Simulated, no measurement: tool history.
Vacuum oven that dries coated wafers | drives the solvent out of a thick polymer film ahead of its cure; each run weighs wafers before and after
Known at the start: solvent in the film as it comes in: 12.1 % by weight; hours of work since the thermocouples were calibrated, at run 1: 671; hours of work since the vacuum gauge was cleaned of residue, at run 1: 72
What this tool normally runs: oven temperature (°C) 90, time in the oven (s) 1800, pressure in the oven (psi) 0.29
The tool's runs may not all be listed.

run   hour  oven temperature (°C)  time in the oven (s)  pressure in the oven (psi)  hours of work since the thermocouples were calibrated  hours of work since the vacuum gauge was cleaned of residue  solvent left in the film (%)
  1      0                     90                  1800                        0.29                                                    671                                                           72                          3.52
  2   12.8                     90                  1800                        0.29                                                    676                                                           78                          3.51
  3     25                     90                  1800                        0.29                                                    681                                                           83                          3.51
  4   35.6                     90                  2160                        0.29                                                    686                                                           87                          3.05
  5   42.2                     90                  2160                        0.29                                                    688                                                           90                          3.04
  6   52.1                     90                  2160                        0.29                                                    693                                                           94                          3.05
  7   61.4                     90                  1800                       0.363                                                    696                                                           98                          3.85
  8   73.5                     90                  1800                        0.29                                                    702                                                          103                          3.53
  9     85                     90                  1800                        0.29                                                    706                                                          108                          3.49
 10   92.9                     90                  1800                        0.29                                                    710                                                          111                          3.49
 11    104                     90                  1800                        0.29                                                    714                                                          116                          3.52
 12  115.6                     90                  1800                       0.624                                                    719                                                          121                          5.07
 13  125.7                     81                  1800                       0.286                                                    723                                                          125                          5.48
     128.9  -- oven's thermocouples calibrated
 14  139.8                     81                  2040                       0.222                                                      5                                                          130                          4.56
 15  152.3                     88                  1800                        0.29                                                     10                                                          135                          3.77
 16  160.6                     88                  1800                        0.29                                                     13                                                          139                          3.76
     170.6  -- oven's thermocouples calibrated, once more
 17  171.1                     82                  1920                       0.867                                                      0                                                          142                           8.7
 18  179.4                     82                  1920                       0.396                                                      4                                                          146                          6.07
 19  186.3                     82                  1920                       0.396                                                      7                                                          149                          6.06
 20  192.6                     87                  1080                       0.944                                                      9                                                          151                          8.68
 21  202.1                     87                  1080                       0.944                                                     13                                                          155                          8.61
 22  212.8                     79                  1560                        0.17                                                     18                                                          160                          6.08
 23  226.7                     79                  1560                        0.17                                                     24                                                          166                          6.06

Here are 3 independent what-if runs from the current tool condition. What would each one return?
  A  238.4                     83                  1800                        0.17                                                     28                                                          171                             ?
  B  238.4                    103                  1080                       0.228                                                     28                                                          171                             ?
  C  238.4                     89                  2220                       0.225                                                     28                                                          171                             ?

run  solvent left in the film (%)
  A                          4.77
  B                          2.55
  C                          3.14
With the hidden condition removed and each run's random variation left untouched, the same runs would have given:
run  solvent left in the film (%)
  A                           4.7
  B                          2.51
  C                          3.08

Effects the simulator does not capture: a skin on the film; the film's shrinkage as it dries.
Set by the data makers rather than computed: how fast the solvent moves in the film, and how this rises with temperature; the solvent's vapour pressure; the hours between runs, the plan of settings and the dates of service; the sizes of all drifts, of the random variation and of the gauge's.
